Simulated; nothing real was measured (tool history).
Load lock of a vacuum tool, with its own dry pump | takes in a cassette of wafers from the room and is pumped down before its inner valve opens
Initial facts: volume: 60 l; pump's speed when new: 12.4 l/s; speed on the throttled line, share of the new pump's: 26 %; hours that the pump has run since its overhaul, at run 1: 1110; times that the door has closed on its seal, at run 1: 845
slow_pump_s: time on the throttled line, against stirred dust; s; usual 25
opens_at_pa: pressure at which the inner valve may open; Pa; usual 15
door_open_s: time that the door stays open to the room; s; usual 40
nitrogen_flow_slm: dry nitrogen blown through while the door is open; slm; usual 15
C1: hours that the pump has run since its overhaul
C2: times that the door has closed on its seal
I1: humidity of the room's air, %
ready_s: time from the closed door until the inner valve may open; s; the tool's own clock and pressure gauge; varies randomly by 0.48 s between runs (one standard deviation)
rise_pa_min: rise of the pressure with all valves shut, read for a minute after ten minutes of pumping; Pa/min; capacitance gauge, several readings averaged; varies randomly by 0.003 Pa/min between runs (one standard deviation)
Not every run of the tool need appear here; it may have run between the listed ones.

run 1 hour=0 | slow_pump_s=25 opens_at_pa=15 door_open_s=40 nitrogen_flow_slm=15 | C1=1110 C2=845 | I1=44.8 | ready_s=62.3 rise_pa_min=0.031
run 2 hour=175.6 | slow_pump_s=19 opens_at_pa=15 door_open_s=40 nitrogen_flow_slm=15 | C1=1285 C2=1275 | I1=42 | ready_s=58.4 rise_pa_min=0.025
run 3 hour=363.1 | slow_pump_s=19 opens_at_pa=15 door_open_s=40 nitrogen_flow_slm=15 | C1=1473 C2=1734 | I1=43.2 | ready_s=58.4 rise_pa_min=0.023
run 4 hour=493.6 | slow_pump_s=25 opens_at_pa=15 door_open_s=40 nitrogen_flow_slm=15 | C1=1603 C2=2054 | I1=44.4 | ready_s=63 rise_pa_min=0.028
run 5 hour=672.5 | slow_pump_s=25 opens_at_pa=15 door_open_s=40 nitrogen_flow_slm=15 | C1=1782 C2=2491 | I1=44.5 | ready_s=62.7 rise_pa_min=0.03
run 6 hour=827.9 | slow_pump_s=25 opens_at_pa=15 door_open_s=40 nitrogen_flow_slm=15 | C1=1938 C2=2872 | I1=46 | ready_s=63.5 rise_pa_min=0.033
run 7 hour=906.6 | slow_pump_s=25 opens_at_pa=15 door_open_s=40 nitrogen_flow_slm=15 | C1=2016 C2=3064 | I1=45.8 | ready_s=63.2 rise_pa_min=0.031
run 8 hour=1077.9 | slow_pump_s=25 opens_at_pa=19 door_open_s=40 nitrogen_flow_slm=15 | C1=2188 C2=3484 | I1=39.2 | ready_s=61.6 rise_pa_min=0.03
run 9 hour=1215.4 | slow_pump_s=25 opens_at_pa=15 door_open_s=40 nitrogen_flow_slm=15 | C1=2325 C2=3820 | I1=43.7 | ready_s=62.8 rise_pa_min=0.036
run 10 hour=1353.3 | slow_pump_s=25 opens_at_pa=20 door_open_s=40 nitrogen_flow_slm=15 | C1=2463 C2=4158 | I1=45.7 | ready_s=61.2 rise_pa_min=0.04
run 11 hour=1456.7 | slow_pump_s=25 opens_at_pa=20 door_open_s=40 nitrogen_flow_slm=15 | C1=2566 C2=4411 | I1=45.5 | ready_s=61.7 rise_pa_min=0.031
run 12 hour=1596.4 | slow_pump_s=25 opens_at_pa=20 door_open_s=40 nitrogen_flow_slm=15 | C1=2706 C2=4753 | I1=43.8 | ready_s=62.3 rise_pa_min=0.038
run 13 hour=1704.2 | slow_pump_s=25 opens_at_pa=20 door_open_s=40 nitrogen_flow_slm=15 | C1=2814 C2=5017 | I1=48.9 | ready_s=61.7 rise_pa_min=0.04
run 14 hour=1826.1 | slow_pump_s=25 opens_at_pa=20 door_open_s=40 nitrogen_flow_slm=15 | C1=2936 C2=5315 | I1=41.8 | ready_s=61.4 rise_pa_min=0.038
run 15 hour=1996.4 | slow_pump_s=25 opens_at_pa=15 door_open_s=40 nitrogen_flow_slm=15 | C1=3106 C2=5732 | I1=42 | ready_s=62.5 rise_pa_min=0.04
run 16 hour=2083.4 | slow_pump_s=16 opens_at_pa=15 door_open_s=40 nitrogen_flow_slm=15 | C1=3193 C2=5945 | I1=45.2 | ready_s=57.1 rise_pa_min=0.042
run 17 hour=2229 | slow_pump_s=25 opens_at_pa=15 door_open_s=49 nitrogen_flow_slm=15 | C1=3339 C2=6301 | I1=44.9 | ready_s=63.2 rise_pa_min=0.047
run 18 hour=2351.8 | slow_pump_s=25 opens_at_pa=15 door_open_s=88 nitrogen_flow_slm=15 | C1=3461 C2=6602 | I1=42.1 | ready_s=64.2 rise_pa_min=0.056
run 19 hour=2465.4 | slow_pump_s=25 opens_at_pa=15 door_open_s=88 nitrogen_flow_slm=15 | C1=3575 C2=6880 | I1=48.5 | ready_s=63.1 rise_pa_min=0.066
run 20 hour=2648.7 | slow_pump_s=21 opens_at_pa=15 door_open_s=88 nitrogen_flow_slm=15 | C1=3758 C2=7329 | I1=43.8 | ready_s=60.8 rise_pa_min=0.062
run 21 hour=2807.4 | slow_pump_s=21 opens_at_pa=15 door_open_s=121 nitrogen_flow_slm=38 | C1=3917 C2=7717 | I1=45.4 | ready_s=61 rise_pa_min=0.055
run 22 hour=2985 | slow_pump_s=19 opens_at_pa=15 door_open_s=95 nitrogen_flow_slm=7 | C1=4095 C2=8152 | I1=46.9 | ready_s=60.3 rise_pa_min=0.086
run 23 hour=3070.1 | slow_pump_s=45 opens_at_pa=11 door_open_s=30 nitrogen_flow_slm=15 | C1=4180 C2=8360 | I1=46.5 | ready_s=81.1 rise_pa_min=0.051
run 24 hour=3198.5 | slow_pump_s=25 opens_at_pa=23 door_open_s=40 nitrogen_flow_slm=10 | C1=4308 C2=8675 | I1=47.9 | ready_s=61.9 rise_pa_min=0.064
run 25 hour=3352.7 | slow_pump_s=25 opens_at_pa=23 door_open_s=40 nitrogen_flow_slm=10 | C1=4462 C2=9052 | I1=47.6 | ready_s=63 rise_pa_min=0.063
run 26 hour=3460.7 | slow_pump_s=25 opens_at_pa=23 door_open_s=40 nitrogen_flow_slm=10 | C1=4570 C2=9316 | I1=46.3 | ready_s=61.8 rise_pa_min=0.065
run 27 hour=3575 | slow_pump_s=25 opens_at_pa=12 door_open_s=44 nitrogen_flow_slm=10 | C1=4685 C2=9596 | I1=42.9 | ready_s=66.5 rise_pa_min=0.068
run 28 hour=3686.1 | slow_pump_s=25 opens_at_pa=12 door_open_s=44 nitrogen_flow_slm=10 | C1=4796 C2=9868 | I1=44.5 | ready_s=65.7 rise_pa_min=0.062
run 29 hour=3838.8 | slow_pump_s=25 opens_at_pa=12 door_open_s=120 nitrogen_flow_slm=25 | C1=4948 C2=10242 | I1=42.8 | ready_s=66.6 rise_pa_min=0.069
run 30 hour=3919.8 | slow_pump_s=25 opens_at_pa=12 door_open_s=120 nitrogen_flow_slm=25 | C1=5029 C2=10440 | I1=47 | ready_s=66.6 rise_pa_min=0.073
run 31 hour=4028.5 | slow_pump_s=25 opens_at_pa=15 door_open_s=223 nitrogen_flow_slm=5 | C1=5138 C2=10706 | I1=47.3 | ready_s=65.8 rise_pa_min=0.146
run 32 hour=4126.6 | slow_pump_s=25 opens_at_pa=15 door_open_s=40 nitrogen_flow_slm=10 | C1=5236 C2=10946 | I1=45.2 | ready_s=65.1 rise_pa_min=0.08
run 33 hour=4212.7 | slow_pump_s=25 opens_at_pa=15 door_open_s=40 nitrogen_flow_slm=10 | C1=5322 C2=11157 | I1=45.9 | ready_s=64.3 rise_pa_min=0.076
run 34 hour=4373.3 | slow_pump_s=25 opens_at_pa=15 door_open_s=40 nitrogen_flow_slm=10 | C1=5483 C2=11550 | I1=46.9 | ready_s=65.5 rise_pa_min=0.072
run 35 hour=4505.8 | slow_pump_s=42 opens_at_pa=15 door_open_s=40 nitrogen_flow_slm=10 | C1=5615 C2=11875 | I1=44.9 | ready_s=77.9 rise_pa_min=0.08
run 36 hour=4653.3 | slow_pump_s=15 opens_at_pa=10 door_open_s=27 nitrogen_flow_slm=9 | C1=5763 C2=12236 | I1=46.3 | ready_s=61.1 rise_pa_min=0.074
run 37 hour=4767.9 | slow_pump_s=15 opens_at_pa=18 door_open_s=27 nitrogen_flow_slm=9 | C1=5878 C2=12516 | I1=46.4 | ready_s=57.2 rise_pa_min=0.072

How would selected steps in ready_s from run to run divide? Give the signed amount a tool lacking its hidden state would still show from settings, what came in and random variation, and the signed amount left for the hidden state, including any gauge scatter that is not in both of the compared results.
Hidden state at play: pump's speed, % of a new pump's; leak at the door's seal, Pa l/s; drift of the gauge itself on ready_s, %; drift of the gauge itself on rise_pa_min, %.
Run 22 -> 23: slow_pump_s 19 -> 45, opens_at_pa 15 -> 11, door_open_s 95 -> 30, nitrogen_flow_slm 7 -> 15. ready_s +20.8 s: hidden state -0.4, all else +21.2.
Run 23 -> 24: slow_pump_s 45 -> 25, opens_at_pa 11 -> 23, door_open_s 30 -> 40, nitrogen_flow_slm 15 -> 10. ready_s -19.2 s: hidden state +0.2, all else -19.4.
Run 26 -> 27: opens_at_pa 23 -> 12, door_open_s 40 -> 44. ready_s +4.7 s: hidden state +0.4, all else +4.3.
Run 35 -> 36: slow_pump_s 42 -> 15, opens_at_pa 15 -> 10, door_open_s 40 -> 27, nitrogen_flow_slm 10 -> 9. ready_s -16.8 s: hidden state +1.1, all else -17.9.

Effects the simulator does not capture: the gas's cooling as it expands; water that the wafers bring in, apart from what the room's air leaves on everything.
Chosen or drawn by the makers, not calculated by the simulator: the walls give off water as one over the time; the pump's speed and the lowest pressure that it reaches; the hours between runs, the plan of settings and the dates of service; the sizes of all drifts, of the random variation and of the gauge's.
